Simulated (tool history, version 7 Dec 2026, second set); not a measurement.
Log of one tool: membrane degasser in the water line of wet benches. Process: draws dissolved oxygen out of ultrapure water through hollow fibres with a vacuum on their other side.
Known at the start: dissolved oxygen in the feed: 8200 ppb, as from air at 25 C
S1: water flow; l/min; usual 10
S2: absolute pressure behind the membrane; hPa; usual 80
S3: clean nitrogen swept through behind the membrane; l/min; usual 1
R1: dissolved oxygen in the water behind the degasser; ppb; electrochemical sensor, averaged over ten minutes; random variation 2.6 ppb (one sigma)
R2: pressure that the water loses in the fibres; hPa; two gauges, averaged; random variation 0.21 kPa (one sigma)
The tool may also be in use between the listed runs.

{"run": 1, "hour": 0.0, "S1": 10, "S2": 80, "S3": 1, "R1": 277.4, "R2": 505.3}
{"run": 2, "hour": 101.2, "S1": 10, "S2": 80, "S3": 1, "R1": 280.9, "R2": 504.7}
{"run": 3, "hour": 219.2, "S1": 10, "S2": 80, "S3": 1.58, "R1": 241.4, "R2": 505.2}
{"run": 4, "hour": 322.4, "S1": 10, "S2": 153.8, "S3": 1.58, "R1": 350.2, "R2": 507.3}
{"run": 5, "hour": 491.6, "S1": 10, "S2": 153.8, "S3": 1.58, "R1": 352.3, "R2": 505.5}
{"run": 6, "hour": 636.2, "S1": 10, "S2": 160.1, "S3": 1, "R1": 463.8, "R2": 505.8}
{"run": 7, "hour": 793.6, "S1": 10, "S2": 160.1, "S3": 1, "R1": 458.9, "R2": 512.4}
{"run": 8, "hour": 884.0, "S1": 10, "S2": 160.1, "S3": 1, "R1": 453.5, "R2": 508.8}
{"run": 9, "hour": 1061.3, "S1": 10, "S2": 160.1, "S3": 1, "R1": 453.8, "R2": 507.7}
{"hour": 1075.7, "done": "vacuum gauge calibrated"}
{"run": 10, "hour": 1237.5, "S1": 10, "S2": 160.1, "S3": 1, "R1": 455.1, "R2": 508.7}
{"run": 11, "hour": 1422.0, "S1": 10, "S2": 80, "S3": 1, "R1": 290.8, "R2": 512.6}
{"run": 12, "hour": 1522.3, "S1": 10, "S2": 80, "S3": 1, "R1": 295.6, "R2": 510.7}
{"run": 13, "hour": 1704.4, "S1": 10, "S2": 80, "S3": 1, "R1": 288.6, "R2": 510.5}
{"run": 14, "hour": 1823.8, "S1": 7, "S2": 80, "S3": 1, "R1": 135.8, "R2": 355.8}
{"run": 15, "hour": 2003.4, "S1": 10, "S2": 80, "S3": 1, "R1": 291.1, "R2": 511.1}
{"run": 16, "hour": 2136.7, "S1": 10, "S2": 58.4, "S3": 1, "R1": 241.6, "R2": 509.1}
{"hour": 2198.0, "done": "vacuum gauge calibrated, once more"}
{"run": 17, "hour": 2212.9, "S1": 7, "S2": 58.4, "S3": 0.79, "R1": 105.7, "R2": 359.8}
{"run": 18, "hour": 2297.0, "S1": 10, "S2": 80, "S3": 0.57, "R1": 362.1, "R2": 512.4}
{"run": 19, "hour": 2441.2, "S1": 10, "S2": 90.8, "S3": 1, "R1": 317.7, "R2": 510.7}
{"run": 20, "hour": 2584.8, "S1": 10, "S2": 93.7, "S3": 0.41, "R1": 488.9, "R2": 514.5}
{"run": 21, "hour": 2691.3, "S1": 14, "S2": 68.4, "S3": 2.16, "R1": 494.7, "R2": 711.3}
{"run": 22, "hour": 2827.3, "S1": 15, "S2": 144.6, "S3": 1.16, "R1": 836.1, "R2": 765}
{"run": 23, "hour": 2919.6, "S1": 15, "S2": 62.9, "S3": 1.16, "R1": 613.4, "R2": 765.8}
{"run": 24, "hour": 3080.9, "S1": 15, "S2": 62.9, "S3": 1.16, "R1": 622.6, "R2": 773}
{"run": 25, "hour": 3222.6, "S1": 6, "S2": 59.4, "S3": 0.53, "R1": 102.5, "R2": 309.8}
{"run": 26, "hour": 3313.3, "S1": 12, "S2": 59.4, "S3": 0.53, "R1": 441.4, "R2": 619.1}
{"run": 27, "hour": 3495.3, "S1": 11, "S2": 169.1, "S3": 1.29, "R1": 508.6, "R2": 568.2}
{"run": 28, "hour": 3652.2, "S1": 11, "S2": 154.5, "S3": 1, "R1": 539, "R2": 569.5}
{"run": 29, "hour": 3804.2, "S1": 12, "S2": 77.1, "S3": 1.76, "R1": 385.5, "R2": 617.2}
{"run": 30, "hour": 3981.5, "S1": 12, "S2": 77.1, "S3": 1.76, "R1": 385.6, "R2": 618.9}
{"run": 31, "hour": 4073.5, "S1": 12, "S2": 77.1, "S3": 1.76, "R1": 391.8, "R2": 622.4}
{"run": 32, "hour": 4231.5, "S1": 13, "S2": 113.3, "S3": 0.43, "R1": 868.9, "R2": 672}

Measured less the same run without the tool's hidden state. The same run-to-run variation is in both; the gauge's scatter may not be:
The hidden state here: membrane still open, %; true pressure behind the membrane over the reading, kPa; air that leaks in behind the membrane, l/min; drift of the gauge itself on oxygen_ppb, %; drift of the gauge itself on loss_of_pressure_kpa, %.
run=1 R1=+17 R2=+12.2
run=2 R1=+17.7 R2=+12.5
run=3 R1=+17.7 R2=+12.8
run=4 R1=+19.3 R2=+13.2
run=5 R1=+20.4 R2=+13.6
run=6 R1=+22.7 R2=+14
run=7 R1=+23.6 R2=+14.6
run=8 R1=+23.8 R2=+14.8
run=9 R1=+25 R2=+15.3
run=10 R1=+26.7 R2=+15.8
run=11 R1=+26 R2=+16.4
run=12 R1=+27 R2=+16.7
run=13 R1=+27.4 R2=+17.2
run=14 R1=+13.8 R2=+12.2
run=15 R1=+29.2 R2=+18
run=16 R1=+28.8 R2=+18.4
run=17 R1=+9.6 R2=+13.2
run=18 R1=+25.5 R2=+19
run=19 R1=+27.5 R2=+19.5
run=20 R1=+27.2 R2=+19.9
run=21 R1=+50 R2=+28.1
run=22 R1=+59.5 R2=+30.7
run=23 R1=+58.3 R2=+31.2
run=24 R1=+60.8 R2=+32.1
run=25 R1=+9.5 R2=+13.1
run=26 R1=+44.1 R2=+26.6
run=27 R1=+43.3 R2=+25
run=28 R1=+44.5 R2=+25.7
run=29 R1=+48 R2=+28.4
run=30 R1=+49 R2=+29.1
run=31 R1=+50.5 R2=+29.5
run=32 R1=+60.5 R2=+32.5
